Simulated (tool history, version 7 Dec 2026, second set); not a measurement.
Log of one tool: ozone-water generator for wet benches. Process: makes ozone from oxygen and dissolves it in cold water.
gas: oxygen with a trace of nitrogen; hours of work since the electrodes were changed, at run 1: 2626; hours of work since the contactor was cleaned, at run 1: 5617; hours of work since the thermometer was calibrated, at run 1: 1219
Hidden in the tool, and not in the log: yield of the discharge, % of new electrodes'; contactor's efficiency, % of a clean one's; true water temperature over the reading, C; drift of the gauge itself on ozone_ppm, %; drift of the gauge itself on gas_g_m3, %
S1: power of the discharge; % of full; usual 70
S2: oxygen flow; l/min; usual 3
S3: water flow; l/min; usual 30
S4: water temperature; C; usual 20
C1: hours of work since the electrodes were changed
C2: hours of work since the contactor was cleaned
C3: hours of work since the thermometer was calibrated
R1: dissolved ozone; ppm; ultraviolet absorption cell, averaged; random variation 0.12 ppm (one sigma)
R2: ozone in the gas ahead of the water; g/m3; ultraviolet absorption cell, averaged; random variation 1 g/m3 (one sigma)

{"run": 1, "hour": 0.0, "S1": 70, "S2": 3, "S3": 30, "S4": 20, "C1": 2626, "C2": 5617, "C3": 1219, "R1": 9.2, "R2": 165}
{"run": 2, "hour": 133.1, "S1": 70, "S2": 3, "S3": 30, "S4": 20, "C1": 2730, "C2": 5720, "C3": 1323, "R1": 9.2, "R2": 162.6}
{"run": 3, "hour": 273.9, "S1": 70, "S2": 3, "S3": 30, "S4": 20, "C1": 2840, "C2": 5830, "C3": 1433, "R1": 9.1, "R2": 161.9}
{"run": 4, "hour": 436.0, "S1": 70, "S2": 3, "S3": 30, "S4": 20, "C1": 2966, "C2": 5957, "C3": 1559, "R1": 9, "R2": 163.7}
{"hour": 553.9, "done": "contactor cleaned"}
{"run": 5, "hour": 665.3, "S1": 70, "S2": 3, "S3": 21, "S4": 20, "C1": 3142, "C2": 87, "C3": 1735, "R1": 11.5, "R2": 162.3}
{"run": 6, "hour": 851.2, "S1": 70, "S2": 3, "S3": 21, "S4": 20, "C1": 3287, "C2": 232, "C3": 1880, "R1": 11.5, "R2": 160.4}
{"run": 7, "hour": 1008.8, "S1": 70, "S2": 3, "S3": 30, "S4": 23, "C1": 3410, "C2": 355, "C3": 2003, "R1": 8.1, "R2": 158.9}
{"run": 8, "hour": 1168.8, "S1": 70, "S2": 3, "S3": 30, "S4": 20, "C1": 3535, "C2": 480, "C3": 2128, "R1": 8, "R2": 158.7}
{"hour": 1189.8, "done": "contactor cleaned, once more"}
{"run": 9, "hour": 1283.1, "S1": 70, "S2": 3, "S3": 30, "S4": 20, "C1": 3621, "C2": 73, "C3": 2214, "R1": 9.4, "R2": 159.8}
{"run": 10, "hour": 1489.3, "S1": 70, "S2": 2.01, "S3": 30, "S4": 20, "C1": 3782, "C2": 234, "C3": 2375, "R1": 8.7, "R2": 200.3}
{"run": 11, "hour": 1620.0, "S1": 70, "S2": 3, "S3": 30, "S4": 20, "C1": 3884, "C2": 336, "C3": 2477, "R1": 9.2, "R2": 158.9}
{"run": 12, "hour": 1733.0, "S1": 70, "S2": 3, "S3": 42, "S4": 20, "C1": 3972, "C2": 424, "C3": 2565, "R1": 6.5, "R2": 158.4}
{"run": 13, "hour": 1894.9, "S1": 70, "S2": 4.69, "S3": 30, "S4": 20, "C1": 4099, "C2": 550, "C3": 2692, "R1": 10, "R2": 122}
{"run": 14, "hour": 2066.6, "S1": 70, "S2": 3, "S3": 30, "S4": 20, "C1": 4233, "C2": 684, "C3": 2826, "R1": 9, "R2": 157.5}
{"run": 15, "hour": 2297.2, "S1": 42, "S2": 2.69, "S3": 35, "S4": 12, "C1": 4413, "C2": 864, "C3": 3006, "R1": 5.4, "R2": 115}
{"run": 16, "hour": 2498.1, "S1": 70, "S2": 2.47, "S3": 19, "S4": 20, "C1": 4570, "C2": 1021, "C3": 3163, "R1": 13.2, "R2": 175.4}
{"run": 17, "hour": 2729.1, "S1": 41, "S2": 3, "S3": 29, "S4": 13, "C1": 4750, "C2": 1202, "C3": 3343, "R1": 6.8, "R2": 105.8}
{"run": 18, "hour": 2945.5, "S1": 70, "S2": 3, "S3": 34, "S4": 20, "C1": 4919, "C2": 1370, "C3": 3512, "R1": 7.7, "R2": 154.5}
{"run": 19, "hour": 3100.5, "S1": 47, "S2": 3, "S3": 34, "S4": 20, "C1": 5040, "C2": 1491, "C3": 3633, "R1": 5.8, "R2": 115.8}
{"run": 20, "hour": 3294.0, "S1": 70, "S2": 3, "S3": 30, "S4": 23, "C1": 5191, "C2": 1643, "C3": 3784, "R1": 8.5, "R2": 154.3}
{"run": 21, "hour": 3434.7, "S1": 70, "S2": 1.61, "S3": 30, "S4": 20, "C1": 5301, "C2": 1752, "C3": 3894, "R1": 7.8, "R2": 222.1}
{"run": 22, "hour": 3579.6, "S1": 96, "S2": 2.38, "S3": 39, "S4": 27, "C1": 5414, "C2": 1865, "C3": 4007, "R1": 7.6, "R2": 219.1}
{"run": 23, "hour": 3738.5, "S1": 96, "S2": 2.38, "S3": 39, "S4": 27, "C1": 5538, "C2": 1989, "C3": 4131, "R1": 7.6, "R2": 219.7}
{"run": 24, "hour": 3959.4, "S1": 81, "S2": 3.76, "S3": 39, "S4": 24, "C1": 5710, "C2": 2162, "C3": 4303, "R1": 7.7, "R2": 146.5}
{"run": 25, "hour": 4088.0, "S1": 48, "S2": 4.41, "S3": 32, "S4": 18, "C1": 5811, "C2": 2262, "C3": 4404, "R1": 6.8, "R2": 92.2}
{"run": 26, "hour": 4192.8, "S1": 70, "S2": 3, "S3": 30, "S4": 22, "C1": 5893, "C2": 2344, "C3": 4485, "R1": 8.4, "R2": 150.5}
{"run": 27, "hour": 4306.0, "S1": 70, "S2": 3.17, "S3": 38, "S4": 20, "C1": 5981, "C2": 2432, "C3": 4574, "R1": 6.9, "R2": 145.3}
{"run": 28, "hour": 4498.0, "S1": 70, "S2": 3.17, "S3": 38, "S4": 20, "C1": 6131, "C2": 2582, "C3": 4724, "R1": 7, "R2": 146}

4 ways to go on from here, each from the tool as it stands after run 28. What would each give?
{"run": "A", "hour": 4683.4, "S1": 48, "S2": 4.72, "S3": 38, "S4": 20, "C1": 6275, "C2": 2727, "C3": 4868, "R1": "?", "R2": "?"}
{"run": "B", "hour": 4683.4, "S1": 43, "S2": 3, "S3": 24, "S4": 20, "C1": 6275, "C2": 2727, "C3": 4868, "R1": "?", "R2": "?"}
{"run": "C", "hour": 4683.4, "S1": 70, "S2": 3, "S3": 30, "S4": 24, "C1": 6275, "C2": 2727, "C3": 4868, "R1": "?", "R2": "?"}
{"run": "D", "hour": 4683.4, "S1": 70, "S2": 3.17, "S3": 21, "S4": 15, "C1": 6275, "C2": 2727, "C3": 4868, "R1": "?", "R2": "?"}

run=A R1=5.7 R2=88.6
run=B R1=7.3 R2=105.3
run=C R1=8.1 R2=150.2
run=D R1=12.3 R2=145.2
Without the tool's hidden state the same runs would have given:
run=A R1=6.5 R2=98.4
run=B R1=8.2 R2=115.6
run=C R1=9.8 R2=174
run=D R1=14.7 R2=168.3

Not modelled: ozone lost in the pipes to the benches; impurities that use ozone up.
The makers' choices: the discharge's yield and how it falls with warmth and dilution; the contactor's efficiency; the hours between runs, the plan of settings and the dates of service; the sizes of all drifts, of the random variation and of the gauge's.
